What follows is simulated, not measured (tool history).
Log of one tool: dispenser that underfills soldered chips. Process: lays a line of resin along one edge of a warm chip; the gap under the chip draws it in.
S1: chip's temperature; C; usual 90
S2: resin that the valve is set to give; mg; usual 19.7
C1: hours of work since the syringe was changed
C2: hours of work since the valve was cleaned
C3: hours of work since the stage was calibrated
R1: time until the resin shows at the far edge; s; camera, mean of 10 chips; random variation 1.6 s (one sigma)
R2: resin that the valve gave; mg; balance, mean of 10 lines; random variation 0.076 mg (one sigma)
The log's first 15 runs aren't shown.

run	day	S1	S2	C1	C2	C3	R1	R2
16	7.842	82	18.6	9	61	239	307.4	17.85
# day 7.921: new syringe of resin
17	8.208	90	19.7	5	68	246	185.0	18.90
# day 8.471: new syringe of resin
18	8.767	90	19.7	5	77	256	181.5	18.83
# day 9.008: new syringe of resin
19	9.092	99	22.9	1	83	262	101.5	21.73
20	9.442	99	22.9	8	90	268	132.2	21.59
# day 9.512: new syringe of resin
21	9.817	99	22.9	6	96	275	124.6	21.47
# day 10.062: new syringe of resin
22	10.258	102	23.7	4	104	282	99.7	22.34
# day 10.592: new syringe of resin
23	10.608	102	23.7	0	110	289	85.8	22.06
# day 11.108: dispensing valve cleaned and set on the balance
# day 11.154: new syringe of resin
24	11.279	83	17.5	2	3	300	217.3	17.44
# day 11.675: new syringe of resin
25	11.808	80	20.3	2	12	310	245.8	20.08
# day 12.196: new syringe of resin
26	12.417	78	16.8	4	23	321	298.0	16.52
# day 12.704: new syringe of resin
27	12.742	78	25.0	1	29	326	247.5	24.38
28	13.121	94	21.5	8	36	333	163.1	20.85
# day 13.225: new syringe of resin
# day 13.733: new syringe of resin
29	13.808	94	21.5	1	48	345	122.2	20.70
# day 14.233: new syringe of resin
30	14.321	90	16.9	2	57	355	155.0	16.26
# day 14.729: new syringe of resin
31	14.729	89	17.1	0	65	362	153.3	16.39
# day 15.258: new syringe of resin
32	15.367	95	18.3	2	76	373	128.8	17.37
# day 15.754: new syringe of resin
33	15.754	95	25.1	0	83	380	110.4	23.70

The next listed run, before its measurement:
34	16.158	84	20.2	7	90	388	?	?

{"run 34": {"R1": 245.9, "R2": 18.96}}
Without the tool's hidden state the same run would have given R1 206.9 s, R2 20.17 mg.
